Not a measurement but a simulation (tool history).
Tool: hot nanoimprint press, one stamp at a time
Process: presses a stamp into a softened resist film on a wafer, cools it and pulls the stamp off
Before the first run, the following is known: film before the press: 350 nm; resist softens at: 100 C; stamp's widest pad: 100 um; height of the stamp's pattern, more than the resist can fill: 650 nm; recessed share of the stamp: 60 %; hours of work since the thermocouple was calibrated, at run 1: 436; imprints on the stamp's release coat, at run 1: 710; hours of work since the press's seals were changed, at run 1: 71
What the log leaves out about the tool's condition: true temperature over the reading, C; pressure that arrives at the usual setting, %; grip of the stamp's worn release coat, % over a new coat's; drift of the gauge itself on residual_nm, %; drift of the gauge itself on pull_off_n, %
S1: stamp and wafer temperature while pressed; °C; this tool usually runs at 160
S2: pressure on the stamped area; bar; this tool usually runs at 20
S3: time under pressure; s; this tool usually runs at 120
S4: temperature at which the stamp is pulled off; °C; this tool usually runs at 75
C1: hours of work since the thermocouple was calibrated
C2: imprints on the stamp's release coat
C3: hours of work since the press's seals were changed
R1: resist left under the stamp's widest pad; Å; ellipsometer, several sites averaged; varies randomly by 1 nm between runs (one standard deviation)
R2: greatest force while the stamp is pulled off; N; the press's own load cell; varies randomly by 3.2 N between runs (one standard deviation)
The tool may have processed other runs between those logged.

run 1 hour=0 | S1=160 S2=20 S3=120 S4=75 | C1=436 C2=710 C3=71 | R1=1576 R2=181
-- hour=25 stamp cleaned and given a new release coat
run 2 hour=25 | S1=160 S2=20 S3=120 S4=75 | C1=450 C2=0 C3=84 | R1=1618 R2=150
run 3 hour=61.2 | S1=160 S2=20 S3=120 S4=75 | C1=475 C2=155 C3=110 | R1=1616 R2=154
run 4 hour=90.5 | S1=160 S2=20 S3=120 S4=75 | C1=496 C2=281 C3=130 | R1=1632 R2=166
run 5 hour=116.8 | S1=160 S2=20 S3=120 S4=78 | C1=514 C2=394 C3=149 | R1=1645 R2=160
run 6 hour=137.5 | S1=160 S2=20 S3=120 S4=78 | C1=528 C2=483 C3=163 | R1=1654 R2=166
run 7 hour=172.1 | S1=160 S2=20 S3=120 S4=78 | C1=553 C2=632 C3=187 | R1=1652 R2=171
-- hour=180.1 plate thermocouple calibrated
run 8 hour=211.9 | S1=160 S2=20 S3=120 S4=78 | C1=22 C2=790 C3=213 | R1=1459 R2=172
-- hour=219.7 stamp cleaned and given a new release coat
run 9 hour=235.5 | S1=160 S2=20 S3=169 S4=62 | C1=35 C2=68 C3=225 | R1=1294 R2=176
run 10 hour=263.4 | S1=160 S2=12.8 S3=73 S4=75 | C1=54 C2=188 C3=245 | R1=2136 R2=156
run 11 hour=302.2 | S1=160 S2=12.8 S3=73 S4=75 | C1=81 C2=355 C3=272 | R1=2134 R2=167
run 12 hour=328.2 | S1=168 S2=18 S3=183 S4=70 | C1=99 C2=466 C3=290 | R1=807 R2=177
run 13 hour=360.3 | S1=150 S2=23.5 S3=150 S4=62 | C1=122 C2=604 C3=312 | R1=2338 R2=210
run 14 hour=392.1 | S1=150 S2=23.5 S3=150 S4=62 | C1=144 C2=741 C3=335 | R1=2394 R2=205
-- hour=410.7 stamp cleaned and given a new release coat
run 15 hour=429.9 | S1=163 S2=20 S3=120 S4=75 | C1=166 C2=83 C3=357 | R1=1272 R2=158

Alternative continuations, all from the tool just after run 15; predict every row:
run A hour=448.5 | S1=160 S2=20 S3=120 S4=70 | C1=179 C2=163 C3=370 | R1=? R2=?
run B hour=448.5 | S1=163 S2=20 S3=108 S4=75 | C1=179 C2=163 C3=370 | R1=? R2=?
run C hour=448.5 | S1=160 S2=20 S3=120 S4=74 | C1=179 C2=163 C3=370 | R1=? R2=?

run=A R1=1541 R2=167
run=B R1=1330 R2=154
run=C R1=1534 R2=160
Stripped of hidden state, with their random variation kept, the same runs would have yielded:
run=A R1=1469 R2=160
run=B R1=1268 R2=147
run=C R1=1462 R2=153
